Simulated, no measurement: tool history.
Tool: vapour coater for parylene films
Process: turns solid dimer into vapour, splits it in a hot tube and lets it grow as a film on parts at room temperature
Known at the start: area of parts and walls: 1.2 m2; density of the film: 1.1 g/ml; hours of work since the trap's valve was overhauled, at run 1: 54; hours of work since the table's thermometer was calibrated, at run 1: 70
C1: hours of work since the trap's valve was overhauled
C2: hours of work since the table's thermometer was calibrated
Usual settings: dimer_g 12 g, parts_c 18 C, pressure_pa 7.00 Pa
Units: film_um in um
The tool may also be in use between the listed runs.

{"run": 1, "day": 0.0, "dimer_g": 12, "parts_c": 18, "pressure_pa": 7.0, "C1": 54, "C2": 70, "film_um": 5.04}
{"run": 2, "day": 0.554, "dimer_g": 12, "parts_c": 18, "pressure_pa": 7.0, "C1": 60, "C2": 76, "film_um": 5.04}
{"run": 3, "day": 0.971, "dimer_g": 8, "parts_c": 18, "pressure_pa": 7.0, "C1": 65, "C2": 81, "film_um": 3.36}
{"run": 4, "day": 1.608, "dimer_g": 11, "parts_c": 18, "pressure_pa": 7.0, "C1": 72, "C2": 88, "film_um": 4.62}
{"run": 5, "day": 2.258, "dimer_g": 12, "parts_c": 18, "pressure_pa": 6.69, "C1": 80, "C2": 95, "film_um": 5.05}
{"run": 6, "day": 2.842, "dimer_g": 16, "parts_c": 18, "pressure_pa": 6.69, "C1": 86, "C2": 102, "film_um": 6.75}
{"run": 7, "day": 3.579, "dimer_g": 16, "parts_c": 18, "pressure_pa": 6.69, "C1": 94, "C2": 110, "film_um": 6.75}
{"run": 8, "day": 4.317, "dimer_g": 16, "parts_c": 18, "pressure_pa": 6.69, "C1": 103, "C2": 118, "film_um": 6.7}
{"run": 9, "day": 4.708, "dimer_g": 16, "parts_c": 18, "pressure_pa": 6.69, "C1": 107, "C2": 123, "film_um": 6.75}
{"run": 10, "day": 5.396, "dimer_g": 8, "parts_c": 18, "pressure_pa": 7.0, "C1": 115, "C2": 130, "film_um": 3.31}
{"run": 11, "day": 5.854, "dimer_g": 8, "parts_c": 18, "pressure_pa": 7.0, "C1": 120, "C2": 136, "film_um": 3.33}
{"run": 12, "day": 6.588, "dimer_g": 12, "parts_c": 12, "pressure_pa": 7.0, "C1": 128, "C2": 144, "film_um": 5.68}
{"run": 13, "day": 6.929, "dimer_g": 12, "parts_c": 12, "pressure_pa": 7.0, "C1": 132, "C2": 148, "film_um": 5.66}
{"run": 14, "day": 7.262, "dimer_g": 12, "parts_c": 12, "pressure_pa": 7.0, "C1": 136, "C2": 152, "film_um": 5.74}
{"run": 15, "day": 7.917, "dimer_g": 12, "parts_c": 12, "pressure_pa": 7.0, "C1": 143, "C2": 159, "film_um": 5.7}
{"run": 16, "day": 8.567, "dimer_g": 12, "parts_c": 18, "pressure_pa": 6.86, "C1": 150, "C2": 166, "film_um": 4.89}
{"run": 17, "day": 9.017, "dimer_g": 12, "parts_c": 18, "pressure_pa": 6.86, "C1": 155, "C2": 171, "film_um": 5.0}
{"run": 18, "day": 9.775, "dimer_g": 12, "parts_c": 18, "pressure_pa": 6.86, "C1": 164, "C2": 180, "film_um": 4.96}
{"run": 19, "day": 10.242, "dimer_g": 12, "parts_c": 18, "pressure_pa": 7.0, "C1": 169, "C2": 185, "film_um": 4.88}
{"run": 20, "day": 10.696, "dimer_g": 12, "parts_c": 18, "pressure_pa": 7.0, "C1": 174, "C2": 190, "film_um": 4.9}
{"day": 10.933, "done": "trap's valve overhauled"}
{"run": 21, "day": 11.396, "dimer_g": 12, "parts_c": 18, "pressure_pa": 7.0, "C1": 5, "C2": 196, "film_um": 4.86}
{"run": 22, "day": 11.871, "dimer_g": 12, "parts_c": 14, "pressure_pa": 7.0, "C1": 11, "C2": 201, "film_um": 5.36}
{"run": 23, "day": 12.467, "dimer_g": 12, "parts_c": 14, "pressure_pa": 7.0, "C1": 17, "C2": 208, "film_um": 5.38}
{"day": 12.879, "done": "trap's valve overhauled, once more"}
{"run": 24, "day": 13.292, "dimer_g": 12, "parts_c": 14, "pressure_pa": 7.0, "C1": 5, "C2": 215, "film_um": 5.65}
{"run": 25, "day": 14.012, "dimer_g": 12, "parts_c": 14, "pressure_pa": 7.0, "C1": 13, "C2": 224, "film_um": 5.59}
{"run": 26, "day": 14.408, "dimer_g": 8, "parts_c": 14, "pressure_pa": 2.58, "C1": 17, "C2": 228, "film_um": 4.42}
{"run": 27, "day": 15.062, "dimer_g": 12, "parts_c": 20, "pressure_pa": 7.0, "C1": 25, "C2": 235, "film_um": 4.84}
{"run": 28, "day": 15.446, "dimer_g": 12, "parts_c": 20, "pressure_pa": 7.0, "C1": 29, "C2": 240, "film_um": 4.88}
{"run": 29, "day": 15.983, "dimer_g": 12, "parts_c": 18, "pressure_pa": 2.22, "C1": 35, "C2": 246, "film_um": 6.16}
{"run": 30, "day": 16.642, "dimer_g": 12, "parts_c": 11, "pressure_pa": 7.0, "C1": 42, "C2": 253, "film_um": 5.94}
{"run": 31, "day": 17.354, "dimer_g": 12, "parts_c": 11, "pressure_pa": 7.0, "C1": 50, "C2": 261, "film_um": 5.98}
{"run": 32, "day": 17.979, "dimer_g": 13, "parts_c": 18, "pressure_pa": 9.84, "C1": 57, "C2": 268, "film_um": 5.16}
{"run": 33, "day": 18.7, "dimer_g": 9, "parts_c": 13, "pressure_pa": 4.36, "C1": 65, "C2": 276, "film_um": 4.62}
{"run": 34, "day": 19.317, "dimer_g": 9, "parts_c": 13, "pressure_pa": 4.36, "C1": 72, "C2": 283, "film_um": 4.58}
{"run": 35, "day": 19.996, "dimer_g": 11, "parts_c": 13, "pressure_pa": 2.38, "C1": 80, "C2": 291, "film_um": 6.15}
{"run": 36, "day": 20.542, "dimer_g": 12, "parts_c": 18, "pressure_pa": 4.91, "C1": 86, "C2": 297, "film_um": 5.34}
{"run": 37, "day": 21.329, "dimer_g": 8, "parts_c": 16, "pressure_pa": 7.0, "C1": 95, "C2": 306, "film_um": 3.52}
{"run": 38, "day": 21.692, "dimer_g": 8, "parts_c": 16, "pressure_pa": 7.0, "C1": 99, "C2": 310, "film_um": 3.51}
{"run": 39, "day": 22.271, "dimer_g": 13, "parts_c": 18, "pressure_pa": 7.0, "C1": 105, "C2": 316, "film_um": 5.43}
{"run": 40, "day": 22.854, "dimer_g": 10, "parts_c": 27, "pressure_pa": 7.0, "C1": 112, "C2": 323, "film_um": 3.38}
{"run": 41, "day": 23.529, "dimer_g": 10, "parts_c": 16, "pressure_pa": 7.0, "C1": 120, "C2": 330, "film_um": 4.31}
{"run": 42, "day": 24.292, "dimer_g": 10, "parts_c": 20, "pressure_pa": 6.08, "C1": 128, "C2": 339, "film_um": 4.04}
{"run": 43, "day": 24.621, "dimer_g": 10, "parts_c": 20, "pressure_pa": 6.08, "C1": 132, "C2": 343, "film_um": 4.08}
{"run": 44, "day": 25.238, "dimer_g": 14, "parts_c": 20, "pressure_pa": 6.08, "C1": 139, "C2": 350, "film_um": 5.68}
{"run": 45, "day": 25.867, "dimer_g": 20, "parts_c": 17, "pressure_pa": 6.1, "C1": 146, "C2": 357, "film_um": 8.58}
{"run": 46, "day": 26.45, "dimer_g": 16, "parts_c": 18, "pressure_pa": 2.91, "C1": 152, "C2": 363, "film_um": 7.66}
{"run": 47, "day": 26.896, "dimer_g": 16, "parts_c": 18, "pressure_pa": 3.8, "C1": 157, "C2": 368, "film_um": 7.28}

3 ways to go on from here, each from the tool as it stands after run 47. What would each give?
{"run": "A", "day": 27.258, "dimer_g": 22, "parts_c": 15, "pressure_pa": 7.0, "C1": 162, "C2": 372, "film_um": "?"}
{"run": "B", "day": 27.258, "dimer_g": 16, "parts_c": 11, "pressure_pa": 2.29, "C1": 162, "C2": 372, "film_um": "?"}
{"run": "C", "day": 27.258, "dimer_g": 7, "parts_c": 28, "pressure_pa": 6.91, "C1": 162, "C2": 372, "film_um": "?"}

run=A film_um=9.71
run=B film_um=9.32
run=C film_um=2.29
Without the tool's hidden state the same runs would have given:
run=A film_um=10.02
run=B film_um=9.62
run=C film_um=2.36

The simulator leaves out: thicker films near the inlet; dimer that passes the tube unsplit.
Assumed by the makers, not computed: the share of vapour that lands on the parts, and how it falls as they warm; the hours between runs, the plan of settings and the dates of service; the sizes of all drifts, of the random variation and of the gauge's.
